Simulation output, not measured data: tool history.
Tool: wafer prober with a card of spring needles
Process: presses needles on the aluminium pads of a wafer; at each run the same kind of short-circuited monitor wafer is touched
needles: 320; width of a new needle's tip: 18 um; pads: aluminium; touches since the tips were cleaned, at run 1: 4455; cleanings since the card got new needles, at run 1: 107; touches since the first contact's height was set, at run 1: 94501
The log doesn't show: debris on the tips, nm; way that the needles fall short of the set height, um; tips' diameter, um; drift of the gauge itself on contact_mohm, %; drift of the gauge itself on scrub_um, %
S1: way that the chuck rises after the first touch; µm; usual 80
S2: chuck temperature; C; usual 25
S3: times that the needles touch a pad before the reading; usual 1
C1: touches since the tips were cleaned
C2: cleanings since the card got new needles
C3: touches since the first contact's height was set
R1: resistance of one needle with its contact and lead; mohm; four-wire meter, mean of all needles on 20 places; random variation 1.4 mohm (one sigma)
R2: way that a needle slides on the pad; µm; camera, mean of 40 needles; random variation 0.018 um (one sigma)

Run 1, hour 0.0: usual settings; C1 4455; C2 107; C3 94501. Result: R1 125 mohm, R2 13.03 µm.
At hour 12.9: tips cleaned on abrasive film.
At hour 41.1: tips cleaned on abrasive film.
Run 2, hour 50.3: usual settings; C1 2563; C2 109; C3 108437. Result: R1 121 mohm, R2 13.02 µm.
At hour 68.7: tips cleaned on abrasive film.
At hour 99.5: tips cleaned on abrasive film.
Run 3, hour 106.6: usual settings; C1 1973; C2 111; C3 124025. Result: R1 122 mohm, R2 13.04 µm.
At hour 126.0: tips cleaned on abrasive film.
At hour 131.0: height of the first contact set anew.
At hour 157.0: tips cleaned on abrasive film.
At hour 187.1: tips cleaned on abrasive film.
Run 4, hour 205.8: usual settings but S3 3; C1 5200; C2 114; C3 20746. Result: R1 123 mohm, R2 12.99 µm.
At hour 218.2: tips cleaned on abrasive film.
At hour 244.9: tips cleaned on abrasive film.
Run 5, hour 256.3: usual settings but S3 3; C1 3179; C2 116; C3 34731. Result: R1 123 mohm, R2 12.96 µm.
At hour 274.6: tips cleaned on abrasive film.
At hour 304.7: tips cleaned on abrasive film.
At hour 333.7: tips cleaned on abrasive film.
Run 6, hour 344.3: usual settings but S3 3; C1 2949; C2 119; C3 59092. Result: R1 123 mohm, R2 12.98 µm.
At hour 363.8: tips cleaned on abrasive film.
At hour 390.4: tips cleaned on abrasive film.
Run 7, hour 414.2: usual settings but S1 96 µm, S3 3; C1 6620; C2 121; C3 78471. Result: R1 119 mohm, R2 15.58 µm.
At hour 418.5: tips cleaned on abrasive film.
At hour 449.3: tips cleaned on abrasive film.
At hour 478.4: tips cleaned on abrasive film.
Run 8, hour 490.4: usual settings but S3 2; C1 3341; C2 124; C3 99571. Result: R1 122 mohm, R2 12.96 µm.
At hour 508.3: tips cleaned on abrasive film.
At hour 536.8: tips cleaned on abrasive film.
At hour 562.9: tips cleaned on abrasive film.
Run 9, hour 562.9: usual settings but S1 74 µm, S3 2; C1 0; C2 127; C3 119614. Result: R1 125 mohm, R2 12.01 µm.
At hour 591.0: tips cleaned on abrasive film.
At hour 604.2: height of the first contact set anew.
At hour 623.6: tips cleaned on abrasive film.
At hour 655.8: tips cleaned on abrasive film.
Run 10, hour 662.4: usual settings but S1 74 µm, S3 2; C1 1815; C2 130; C3 16103. Result: R1 125 mohm, R2 11.99 µm.
At hour 681.9: tips cleaned on abrasive film.
At hour 709.8: tips cleaned on abrasive film.
At hour 740.8: tips cleaned on abrasive film.
Run 11, hour 746.7: usual settings but S1 68 µm; C1 1661; C2 133; C3 39463. Result: R1 125 mohm, R2 10.99 µm.
At hour 771.5: tips cleaned on abrasive film.
At hour 800.4: tips cleaned on abrasive film.
At hour 828.0: tips cleaned on abrasive film.
Run 12, hour 828.4: usual settings but S1 68 µm; C1 109; C2 136; C3 62068. Result: R1 127 mohm, R2 10.96 µm.
At hour 859.4: tips cleaned on abrasive film.
At hour 889.8: tips cleaned on abrasive film.
Run 13, hour 895.1: usual settings but S1 68 µm, S2 62 C; C1 1469; C2 138; C3 80548. Result: R1 133 mohm, R2 10.99 µm.
At hour 919.5: tips cleaned on abrasive film.
At hour 949.6: tips cleaned on abrasive film.
Run 14, hour 965.7: usual settings but S1 68 µm, S2 62 C; C1 4473; C2 140; C3 100116. Result: R1 129 mohm, R2 10.95 µm.
At hour 976.9: tips cleaned on abrasive film.
At hour 1005.2: tips cleaned on abrasive film.
At hour 1034.1: tips cleaned on abrasive film.
Run 15, hour 1051.7: usual settings but S2 51 C; C1 4895; C2 143; C3 123939. Result: R1 128 mohm, R2 12.85 µm.
At hour 1064.8: tips cleaned on abrasive film.
At hour 1081.9: height of the first contact set anew.
At hour 1095.0: tips cleaned on abrasive film.
At hour 1127.5: tips cleaned on abrasive film.
Run 16, hour 1129.7: usual settings but S2 51 C, S3 2; C1 631; C2 146; C3 13238. Result: R1 128 mohm, R2 12.90 µm.
At hour 1155.8: tips cleaned on abrasive film.
At hour 1181.8: tips cleaned on abrasive film.
Run 17, hour 1196.6: usual settings but S1 87 µm, S2 58 C, S3 2; C1 4125; C2 148; C3 31772. Result: R1 127 mohm, R2 14.01 µm.
At hour 1209.7: tips cleaned on abrasive film.
At hour 1240.1: tips cleaned on abrasive film.
Run 18, hour 1244.6: usual settings but S1 96 µm, S2 58 C, S3 2; C1 1237; C2 150; C3 45033. Result: R1 128 mohm, R2 15.44 µm.
At hour 1268.3: tips cleaned on abrasive film.
Run 19, hour 1288.1: usual settings but S1 78 µm, S2 112 C; C1 5511; C2 151; C3 57109. Result: R1 137 mohm, R2 12.56 µm.
At hour 1299.2: tips cleaned on abrasive film.
At hour 1325.2: tips cleaned on abrasive film.
Run 20, hour 1331.6: usual settings but S2 36 C; C1 1775; C2 153; C3 69132. Result: R1 123 mohm, R2 12.85 µm.
At hour 1356.1: tips cleaned on abrasive film.
At hour 1386.9: tips cleaned on abrasive film.
At hour 1415.5: tips cleaned on abrasive film.
Run 21, hour 1415.5: usual settings but S2 36 C; C1 0; C2 156; C3 92375. Result: R1 125 mohm, R2 12.85 µm.
At hour 1443.9: tips cleaned on abrasive film.
Run 22, hour 1465.4: usual settings but S1 67 µm, S2 39 C; C1 5959; C2 157; C3 106199. Result: R1 127 mohm, R2 10.73 µm.
At hour 1471.4: tips cleaned on abrasive film.
At hour 1501.3: tips cleaned on abrasive film.
Run 23, hour 1518.6: usual settings but S1 67 µm, S2 39 C; C1 4802; C2 159; C3 120944. Result: R1 130 mohm, R2 10.74 µm.
At hour 1528.8: tips cleaned on abrasive film.
At hour 1558.8: tips cleaned on abrasive film.
At hour 1559.1: height of the first contact set anew.
Run 24, hour 1578.9: usual settings but S2 43 C, S3 2; C1 5497; C2 161; C3 5497. Result: R1 125 mohm, R2 12.84 µm.
At hour 1590.5: tips cleaned on abrasive film.
At hour 1619.8: tips cleaned on abrasive film.
At hour 1649.7: tips cleaned on abrasive film.
At hour 1677.5: tips cleaned on abrasive film.
Run 25, hour 1677.5: usual settings but S2 78 C; C1 0; C2 165; C3 32802. Result: R1 129 mohm, R2 12.81 µm.
At hour 1708.4: tips cleaned on abrasive film.
Run 26, hour 1724.9: usual settings but S1 72 µm, S2 26 C, S3 2; C1 4601; C2 166; C3 45945. Result: R1 124 mohm, R2 11.49 µm.
At hour 1737.2: tips cleaned on abrasive film.
At hour 1766.9: tips cleaned on abrasive film.
Run 27, hour 1785.7: usual settings but S1 72 µm, S2 26 C, S3 2; C1 5200; C2 168; C3 62764. Result: R1 125 mohm, R2 11.52 µm.
At hour 1796.4: tips cleaned on abrasive film.
At hour 1824.6: tips cleaned on abrasive film.
Run 28, hour 1843.5: usual settings but S2 42 C; C1 5234; C2 170; C3 78778. Result: R1 126 mohm, R2 12.78 µm.

4 ways to go on from here, each from the tool as it stands after run 28. What would each give?
At hour 1855.8: tips cleaned on abrasive film.
At hour 1883.5: tips cleaned on abrasive film.
Run A, hour 1901.1: usual settings but S1 71 µm, S2 42 C; C1 4900; C2 172; C3 94742. Result: R1 ?, R2 ?.
At hour 1855.8: tips cleaned on abrasive film.
At hour 1883.5: tips cleaned on abrasive film.
Run B, hour 1901.1: usual settings but S1 73 µm, S2 27 C; C1 4900; C2 172; C3 94742. Result: R1 ?, R2 ?.
At hour 1855.8: tips cleaned on abrasive film.
At hour 1883.5: tips cleaned on abrasive film.
Run C, hour 1901.1: usual settings; C1 4900; C2 172; C3 94742. Result: R1 ?, R2 ?.
At hour 1855.8: tips cleaned on abrasive film.
At hour 1883.5: tips cleaned on abrasive film.
Run D, hour 1901.1: usual settings but S1 79 µm, S2 30 C; C1 4900; C2 172; C3 94742. Result: R1 ?, R2 ?.

run   R1     R2
  A  127  11.36
  B  126  11.65
  C  126  12.79
  D  125  12.63
Without the tool's hidden state the same runs would have given:
run   R1     R2
  A  127  11.59
  B  125  11.89
  C  125  13.05
  D  124  12.89
